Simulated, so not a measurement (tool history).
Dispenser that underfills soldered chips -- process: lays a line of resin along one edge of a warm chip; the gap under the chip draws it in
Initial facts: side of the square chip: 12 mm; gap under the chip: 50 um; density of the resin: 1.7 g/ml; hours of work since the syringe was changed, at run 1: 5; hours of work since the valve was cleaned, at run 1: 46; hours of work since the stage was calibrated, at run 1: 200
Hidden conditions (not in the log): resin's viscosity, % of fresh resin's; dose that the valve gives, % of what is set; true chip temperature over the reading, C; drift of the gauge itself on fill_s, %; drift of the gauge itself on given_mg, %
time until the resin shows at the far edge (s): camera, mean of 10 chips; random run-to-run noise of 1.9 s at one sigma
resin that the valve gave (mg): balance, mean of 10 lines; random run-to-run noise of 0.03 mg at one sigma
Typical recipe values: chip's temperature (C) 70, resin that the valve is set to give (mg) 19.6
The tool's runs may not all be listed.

| run | hour | chip's temperature (C) | resin that the valve is set to give (mg) | hours of work since the syringe was changed | hours of work since the valve was cleaned | hours of work since the stage was calibrated | time until the resin shows at the far edge (s) | resin that the valve gave (mg) |
|---|---|---|---|---|---|---|---|---|
| 1 | 0 | 70 | 19.6 | 5 | 46 | 200 | 263.1 | 19.23 |
|  | 1.4 | new syringe of resin |
| 2 | 5.9 | 57 | 19.6 | 3 | 50 | 203 | 370.1 | 19.29 |
|  | 10.7 | new syringe of resin |
|  | 19.9 | new syringe of resin |
| 3 | 19.9 | 57 | 19.6 | 0 | 59 | 212 | 310.5 | 19.13 |
| 4 | 26 | 55 | 19.6 | 4 | 63 | 216 | 425.7 | 19.21 |
|  | 28.5 | new syringe of resin |
|  | 31.7 | dispensing valve cleaned and set on the balance |
| 5 | 35.2 | 55 | 19.6 | 4 | 2 | 221 | 417.7 | 19.61 |
|  | 38.5 | new syringe of resin |
| 6 | 42.1 | 73 | 19.6 | 2 | 7 | 226 | 186.2 | 19.58 |
|  | 47.3 | new syringe of resin |
| 7 | 54.2 | 73 | 19.6 | 5 | 14 | 233 | 215.7 | 19.44 |
|  | 56.3 | new syringe of resin |
|  | 65 | new syringe of resin |
| 8 | 66.3 | 70 | 19.6 | 1 | 22 | 241 | 194.4 | 19.39 |
|  | 73.9 | new syringe of resin |
| 9 | 74.7 | 70 | 19.6 | 1 | 27 | 246 | 185.9 | 19.34 |
|  | 83.5 | new syringe of resin |
| 10 | 87.1 | 71 | 19 | 2 | 35 | 254 | 201.5 | 18.7 |
|  | 92.4 | new syringe of resin |
| 11 | 93.4 | 76 | 18.1 | 1 | 39 | 258 | 154.3 | 17.75 |
|  | 101.7 | new syringe of resin |
| 12 | 105.5 | 76 | 18.1 | 2 | 47 | 266 | 174.4 | 17.67 |
|  | 110.6 | new syringe of resin |
| 13 | 112.7 | 76 | 18.1 | 1 | 51 | 270 | 158.8 | 17.69 |
|  | 119.2 | new syringe of resin |
| 14 | 123.2 | 65 | 19.1 | 3 | 58 | 277 | 250.2 | 18.6 |
|  | 128.2 | new syringe of resin |
| 15 | 129.2 | 72 | 24.4 | 1 | 62 | 281 | 168.4 | 23.66 |
|  | 135.5 | dispensing valve cleaned and set on the balance |
|  | 137.9 | new syringe of resin |
| 16 | 142.1 | 70 | 24.3 | 3 | 4 | 289 | 211.5 | 24.17 |

Forecast each of these 5 alternatives for the next run:
|  | 146.5 | new syringe of resin |
| A | 150.7 | 84 | 24.3 | 3 | 10 | 294 | ? | ? |
|  | 146.5 | new syringe of resin |
| B | 150.7 | 64 | 25.1 | 3 | 10 | 294 | ? | ? |
|  | 146.5 | new syringe of resin |
| C | 150.7 | 70 | 22.3 | 3 | 10 | 294 | ? | ? |
|  | 146.5 | new syringe of resin |
| D | 150.7 | 82 | 21.9 | 3 | 10 | 294 | ? | ? |
|  | 146.5 | new syringe of resin |
| E | 150.7 | 58 | 22.2 | 3 | 10 | 294 | ? | ? |

| run | time until the resin shows at the far edge (s) | resin that the valve gave (mg) |
|---|---|---|
| A | 127.3 | 24.17 |
| B | 269.5 | 24.93 |
| C | 210.2 | 22.15 |
| D | 138.6 | 21.77 |
| E | 340.4 | 22.09 |
Stripped of hidden state, with their random variation kept, the same runs would have yielded:
| run | time until the resin shows at the far edge (s) | resin that the valve gave (mg) |
|---|---|---|
| A | 113.3 | 24.32 |
| B | 242 | 25.07 |
| C | 188.2 | 22.28 |
| D | 123.4 | 21.9 |
| E | 306.5 | 22.22 |
